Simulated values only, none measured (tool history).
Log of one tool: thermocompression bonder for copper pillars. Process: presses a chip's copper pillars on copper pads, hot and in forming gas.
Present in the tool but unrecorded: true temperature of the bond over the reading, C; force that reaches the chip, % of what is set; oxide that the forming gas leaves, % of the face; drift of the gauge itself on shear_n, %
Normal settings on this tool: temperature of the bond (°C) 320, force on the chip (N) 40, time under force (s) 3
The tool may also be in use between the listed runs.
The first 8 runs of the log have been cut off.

run	hour	temperature of the bond (°C)	force on the chip (N)	time under force (s)	hours of work since the heater was calibrated	hours of work since the force cell was calibrated	hours of work since the gas filter was changed	force that shears a chip off (N)
9	184.8	291	40	3	459	864	33	51.2
10	213.7	291	40	3	482	887	56	50.4
11	231	320	40	3	495	901	70	64.4
12	259.7	320	40	3	518	923	92	64.1
13	276.2	320	40	3	531	936	105	64.5
14	297.5	320	40	3	548	953	122	63.2
15	319.6	320	40	3	566	971	140	64.6
16	336.2	320	41	3	579	984	153	64.3
17	357.9	320	41	3	596	1001	170	64.2
# hour 361.7: force cell calibrated
18	384.3	332	29	3	616	18	190	60.1
19	407.5	320	56	2	634	36	208	66.5
20	420.9	320	56	3	645	47	219	71
# hour 428.5: forming gas filter changed
21	442.7	310	40	8	662	64	11	73.5
22	460.1	320	38	3	675	78	25	63.7
23	478.6	320	40	2	690	92	40	58.2
24	503.9	330	31	6	710	112	60	71.7
# hour 517.4: force cell calibrated, once more
# hour 522.1: heater calibrated with a thermocouple chip
25	522.3	330	31	6	0	2	72	70.4
26	541.8	329	40	3	16	18	87	66.5
27	565.4	340	56	2	34	37	106	72.2
28	592.1	340	56	2	56	58	127	73.1
29	611.3	340	56	2	71	73	142	72.7
30	630.8	343	35	2	86	88	158	62.9
31	648	295	40	2	100	102	171	45.4
32	672.7	295	40	2	119	122	191	45.6
33	701.8	341	54	5	143	145	214	80.1

4 options for the next run, each taken on its own from the tool as it stands now. Forecast them:
# hour 715.5: forming gas filter changed
A	719	320	40	8	156	158	3	?
# hour 715.5: forming gas filter changed
B	719	341	47	5	156	158	3	?
# hour 715.5: forming gas filter changed
C	719	333	54	2	156	158	3	?
# hour 715.5: forming gas filter changed
D	719	331	40	3	156	158	3	?

run	force that shears a chip off (N)
A	76
B	80.2
C	71.2
D	68.9
Take away the tool's hidden state, keep each run's random variation, and the runs would have read:
run	force that shears a chip off (N)
A	75.7
B	80.1
C	70.8
D	68.4
